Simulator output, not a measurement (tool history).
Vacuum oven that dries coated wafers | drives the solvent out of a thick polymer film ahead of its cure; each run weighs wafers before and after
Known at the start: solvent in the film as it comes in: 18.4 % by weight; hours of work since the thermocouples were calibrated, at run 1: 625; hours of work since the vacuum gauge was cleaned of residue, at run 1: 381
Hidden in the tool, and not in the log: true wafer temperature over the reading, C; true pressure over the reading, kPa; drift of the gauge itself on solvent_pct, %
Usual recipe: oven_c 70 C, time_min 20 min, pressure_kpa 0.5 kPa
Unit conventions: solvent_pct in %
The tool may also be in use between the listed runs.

run   hour  oven_c  time_min  pressure_kpa  hours of work since the thermocouples were calibrated  hours of work since the vacuum gauge was cleaned of residue  solvent_pct
  1      0      70        20           0.5                                                    625                                                          381         2.19
  2   14.7      70        20           0.5                                                    631                                                          388         2.24
  3     28      70        25           0.5                                                    637                                                          394         1.68
  4   44.4      70        25           0.5                                                    644                                                          401         1.65
  5   55.9      70        10           0.5                                                    649                                                          406         5.08
  6   77.5      72        20           0.5                                                    659                                                          416          1.9
  7   97.2      70        20           0.5                                                    667                                                          424         2.19
  8    117      70        20           0.5                                                    676                                                          433         2.17
  9  134.6      70        20           0.5                                                    684                                                          441         2.27
 10  154.8      70        20           0.5                                                    693                                                          450         2.22
 11    172      57        18         1.173                                                    700                                                          457         7.53
 12  185.1      72        21         1.338                                                    706                                                          463         3.22
 13  195.6      72        21         1.338                                                    711                                                          468          3.2
 14    218      72        21         1.338                                                    721                                                          477          3.1
 15  239.4      72        21         1.338                                                    730                                                          487         3.25
 16  249.9      72        21         1.338                                                    735                                                          492         3.25
 17  259.9      63        33           0.5                                                    739                                                          496         2.19
 18    278      63        33           0.5                                                    747                                                          504         2.21

Alternative continuations, all from the tool just after run 18; predict every row:
  A  298.8      84        22         0.464                                                    756                                                          513            ?
  B  298.8      63        33         0.453                                                    756                                                          513            ?
  C  298.8      83        20           0.5                                                    756                                                          513            ?

run  solvent_pct
  A         0.69
  B         2.09
  C         0.76
The same runs, with their run-to-run variation unchanged, on a tool lacking any hidden condition would have given:
run  solvent_pct
  A         0.61
  B         1.95
  C         0.69
